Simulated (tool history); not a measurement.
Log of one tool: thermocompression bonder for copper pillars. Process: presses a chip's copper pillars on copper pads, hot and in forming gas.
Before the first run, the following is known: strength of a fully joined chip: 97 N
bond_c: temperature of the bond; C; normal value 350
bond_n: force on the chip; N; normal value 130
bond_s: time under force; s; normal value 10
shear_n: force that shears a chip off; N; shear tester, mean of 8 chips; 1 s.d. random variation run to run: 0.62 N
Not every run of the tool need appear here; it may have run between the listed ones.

run   hour  bond_c  bond_n  bond_s  shear_n
  1      0     350     130      10       35
  2    6.9     350     130      10     35.4
  3   16.9     350      98      10       26
  4   28.1     350      98      10     27.4
  5   37.6     350     130      10     33.8
  6   49.8     360     130      10     36.9
  7   58.6     360     130      10     37.2
  8   68.1     328     130      10     28.5
  9   74.6     350     182      10     46.3
 10   84.8     350     182      10     45.6
      87.5  -- force cell calibrated
 11     97     350     182      10     44.6
 12  108.9     350     182      10     45.7
 13  119.5     338     173      10     39.1
 14    135     353     100       8     24.8
 15  141.7     353     118      14     36.7
 16  153.2     353     118      14     35.7
 17  163.4     353     118      14     35.7
     168.5  -- force cell calibrated, once more
 18  176.5     353     182      26     61.7
 19  190.8     343     145      16     42.1
 20  197.5     362     130      22     49.1
 21  205.7     362     130      22     48.5

5 options for the next run, each taken on its own from the tool as it stands now. Forecast them:
  A  215.7     350     100      16        ?
  B  215.7     350     130      15        ?
  C  215.7     350     130      18        ?
  D  215.7     336      81      12        ?
  E  215.7     362     102       9        ?

run  shear_n
  A     32.9
  B     38.7
  C     42.5
  D     19.4
  E     28.4
Without the tool's hidden state the same runs would have given:
run  shear_n
  A     35.9
  B     42.2
  C     46.3
  D     21.4
  E     31.1
